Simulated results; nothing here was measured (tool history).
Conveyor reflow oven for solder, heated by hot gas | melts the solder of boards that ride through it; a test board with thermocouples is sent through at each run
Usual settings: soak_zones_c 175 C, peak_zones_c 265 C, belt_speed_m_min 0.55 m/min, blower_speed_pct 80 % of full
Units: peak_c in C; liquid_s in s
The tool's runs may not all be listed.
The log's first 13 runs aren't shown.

run,hour,soak_zones_c,peak_zones_c,belt_speed_m_min,blower_speed_pct,peak_c,liquid_s
14,166.7,175,265,0.55,80,253.3,50.7
15,175.1,175,265,0.55,80,253.5,51.1
# hour 185.7: flux residue cleaned out of gas plates and filters
16,198,175,265,0.55,80,254.9,51.9
17,212.7,175,265,0.55,80,255.1,52
18,227.8,175,261,0.468,80,254.7,62.3
# hour 232.9: belt drive overhauled, speed set with a stopwatch
19,242.3,175,261,0.638,89,248.9,40.8
20,252.8,189,265,0.55,77,256.1,57.4
21,264.2,189,265,0.55,77,256.1,57.3
22,273.6,189,279,0.55,67,267.7,61.4
23,285.2,189,279,0.55,67,267.4,61.8
24,295.4,173,260,0.617,79,246.9,40.4
25,304.7,175,266,0.65,50,243.5,34.9
26,321.8,175,268,0.569,80,256.6,50.9
# hour 341.9: belt drive overhauled, speed set with a stopwatch, once more
27,344.2,178,273,0.55,85,262.9,56.3
28,359.5,175,265,0.497,62,254.4,57
29,372,161,265,0.619,80,248.9,38.2
30,388.8,175,275,0.55,83,264.1,56
31,402.7,175,275,0.55,83,263.8,56
32,418.4,175,275,0.55,83,263.8,55.9

Forecast each of these 3 alternatives for the next run:
A,433.5,175,278,0.649,80,?,?
B,433.5,162,275,0.55,69,?,?
C,433.5,160,265,0.55,80,?,?

run,peak_c,liquid_s
A,260.9,45.5
B,259.9,50.1
C,252.2,46.1
Without the tool's hidden state the same runs would have given:
run,peak_c,liquid_s
A,261,45.7
B,259.8,50.3
C,252.1,46.4
